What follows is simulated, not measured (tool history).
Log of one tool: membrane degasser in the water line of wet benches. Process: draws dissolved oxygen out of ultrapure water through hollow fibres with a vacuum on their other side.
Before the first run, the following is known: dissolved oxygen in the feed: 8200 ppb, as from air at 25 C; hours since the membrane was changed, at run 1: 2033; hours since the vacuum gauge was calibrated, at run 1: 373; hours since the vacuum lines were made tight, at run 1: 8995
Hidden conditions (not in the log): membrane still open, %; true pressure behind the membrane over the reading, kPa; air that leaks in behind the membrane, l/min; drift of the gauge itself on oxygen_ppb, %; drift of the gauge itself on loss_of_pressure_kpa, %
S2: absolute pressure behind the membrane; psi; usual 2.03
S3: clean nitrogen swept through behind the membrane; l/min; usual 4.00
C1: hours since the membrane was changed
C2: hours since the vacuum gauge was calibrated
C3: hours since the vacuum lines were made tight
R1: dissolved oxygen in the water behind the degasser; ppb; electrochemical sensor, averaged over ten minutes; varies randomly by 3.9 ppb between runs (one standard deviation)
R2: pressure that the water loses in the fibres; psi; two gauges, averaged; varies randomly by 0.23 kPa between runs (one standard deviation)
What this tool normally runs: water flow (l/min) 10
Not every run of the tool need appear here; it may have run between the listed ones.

{"run": 1, "hour": 0.0, "water flow (l/min)": 10, "S2": 2.03, "S3": 4.0, "C1": 2033, "C2": 373, "C3": 8995, "R1": 404.2, "R2": 8.567}
{"run": 2, "hour": 76.1, "water flow (l/min)": 7, "S2": 2.03, "S3": 4.0, "C1": 2109, "C2": 449, "C3": 9071, "R1": 229.1, "R2": 5.989}
{"run": 3, "hour": 246.8, "water flow (l/min)": 7, "S2": 2.03, "S3": 4.0, "C1": 2280, "C2": 620, "C3": 9242, "R1": 223.9, "R2": 5.984}
{"run": 4, "hour": 401.1, "water flow (l/min)": 10, "S2": 2.03, "S3": 1.89, "C1": 2434, "C2": 774, "C3": 9396, "R1": 470.5, "R2": 8.528}
{"run": 5, "hour": 589.1, "water flow (l/min)": 10, "S2": 2.57, "S3": 1.89, "C1": 2622, "C2": 962, "C3": 9584, "R1": 529.4, "R2": 8.588}
{"run": 6, "hour": 744.4, "water flow (l/min)": 10, "S2": 2.57, "S3": 1.89, "C1": 2777, "C2": 1118, "C3": 9739, "R1": 514.9, "R2": 8.625}
{"run": 7, "hour": 872.4, "water flow (l/min)": 7, "S2": 2.03, "S3": 4.0, "C1": 2905, "C2": 1246, "C3": 9867, "R1": 232.2, "R2": 6.032}
{"run": 8, "hour": 973.1, "water flow (l/min)": 10, "S2": 1.32, "S3": 4.0, "C1": 3006, "C2": 1346, "C3": 9968, "R1": 376.8, "R2": 8.624}
{"run": 9, "hour": 1122.5, "water flow (l/min)": 6, "S2": 1.32, "S3": 4.0, "C1": 3156, "C2": 1496, "C3": 10117, "R1": 157.2, "R2": 5.178}
{"run": 10, "hour": 1210.3, "water flow (l/min)": 10, "S2": 2.03, "S3": 4.0, "C1": 3243, "C2": 1583, "C3": 10205, "R1": 411.8, "R2": 8.618}
{"run": 11, "hour": 1394.2, "water flow (l/min)": 10, "S2": 2.03, "S3": 5.74, "C1": 3427, "C2": 1767, "C3": 10389, "R1": 394.8, "R2": 8.583}

Expected results for the next run?
{"run": 12, "hour": 1552.2, "water flow (l/min)": 13, "S2": 4.73, "S3": 4.0, "C1": 3585, "C2": 1925, "C3": 10547, "R1": "?", "R2": "?"}

R1: 731.1 ppb
R2: 11.211 psi
With no hidden state in the tool, this same run would have given R1 699.5 ppb, R2 11.036 psi.
